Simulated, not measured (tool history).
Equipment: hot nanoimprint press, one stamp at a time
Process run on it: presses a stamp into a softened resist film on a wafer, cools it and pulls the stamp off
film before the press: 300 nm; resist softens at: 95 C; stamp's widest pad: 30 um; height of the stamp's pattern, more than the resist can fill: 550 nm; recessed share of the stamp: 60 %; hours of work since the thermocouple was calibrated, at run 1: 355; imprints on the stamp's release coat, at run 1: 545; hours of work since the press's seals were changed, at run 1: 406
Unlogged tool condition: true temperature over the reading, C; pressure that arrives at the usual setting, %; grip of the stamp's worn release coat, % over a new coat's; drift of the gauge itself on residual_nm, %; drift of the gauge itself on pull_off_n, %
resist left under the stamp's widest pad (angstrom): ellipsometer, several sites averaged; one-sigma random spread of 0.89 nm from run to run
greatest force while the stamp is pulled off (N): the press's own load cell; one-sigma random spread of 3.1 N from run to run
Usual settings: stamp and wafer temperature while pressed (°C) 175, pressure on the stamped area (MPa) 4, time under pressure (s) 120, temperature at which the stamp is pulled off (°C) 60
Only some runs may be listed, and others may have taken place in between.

run    day  stamp and wafer temperature while pressed (°C)  pressure on the stamped area (MPa)  time under pressure (s)  temperature at which the stamp is pulled off (°C)  hours of work since the thermocouple was calibrated  imprints on the stamp's release coat  hours of work since the press's seals were changed  resist left under the stamp's widest pad (angstrom)  greatest force while the stamp is pulled off (N)
  1      0                                             175                                   4                      120                                                 60                                                  355                                   545                                                 406                                                 1285                                               168
  2  0.383                                             175                                   4                      120                                                 60                                                  362                                   590                                                 414                                                 1305                                               176
     0.867  -- stamp cleaned and given a new release coat
  3  1.108                                             175                                   4                      120                                                 60                                                  371                                    29                                                 423                                                 1288                                               144
  4  1.375                                             175                                   4                      120                                                 60                                                  376                                    60                                                 428                                                 1293                                               150
  5  1.958                                             175                                   4                      120                                                 60                                                  387                                   129                                                 439                                                 1309                                               143
  6  2.562                                             175                                   4                      120                                                 60                                                  398                                   200                                                 450                                                 1297                                               161
  7  2.938                                             175                                   4                      120                                                 50                                                  405                                   244                                                 457                                                 1307                                               175
  8  3.525                                             175                                5.05                      120                                                 50                                                  417                                   313                                                 468                                                 1169                                               178
  9  3.817                                             175                                5.05                      138                                                 59                                                  422                                   348                                                 474                                                 1103                                               170
 10  4.133                                             175                                5.05                      138                                                 59                                                  428                                   385                                                 480                                                 1109                                               167
 11  4.658                                             167                                2.59                       81                                                 48                                                  438                                   447                                                 490                                                 2230                                               197

Consider 5 possible next runs. They are alternatives, not a sequence: every one starts from the tool as it was left by run 11. What does each give?
  A  4.917                                             186                                3.58                      120                                                 60                                                  443                                   477                                                 495                                                    ?                                                 ?
  B  4.917                                             167                                2.59                      223                                                 53                                                  443                                   477                                                 495                                                    ?                                                 ?
  C  4.917                                             167                                2.83                      111                                                 48                                                  443                                   477                                                 495                                                    ?                                                 ?
  D  4.917                                             173                                2.59                       81                                                 48                                                  443                                   477                                                 495                                                    ?                                                 ?
  E  4.917                                             168                                2.59                       81                                                 52                                                  443                                   477                                                 495                                                    ?                                                 ?

run  resist left under the stamp's widest pad (angstrom)  greatest force while the stamp is pulled off (N)
  A                                                  943                                               174
  B                                                 1734                                               191
  C                                                 2040                                               195
  D                                                 1917                                               195
  E                                                 2199                                               188
With no hidden state in the tool, these same runs would have given:
run  resist left under the stamp's widest pad (angstrom)  greatest force while the stamp is pulled off (N)
  A                                                  885                                               146
  B                                                 1636                                               161
  C                                                 1941                                               164
  D                                                 1826                                               164
  E                                                 2108                                               159
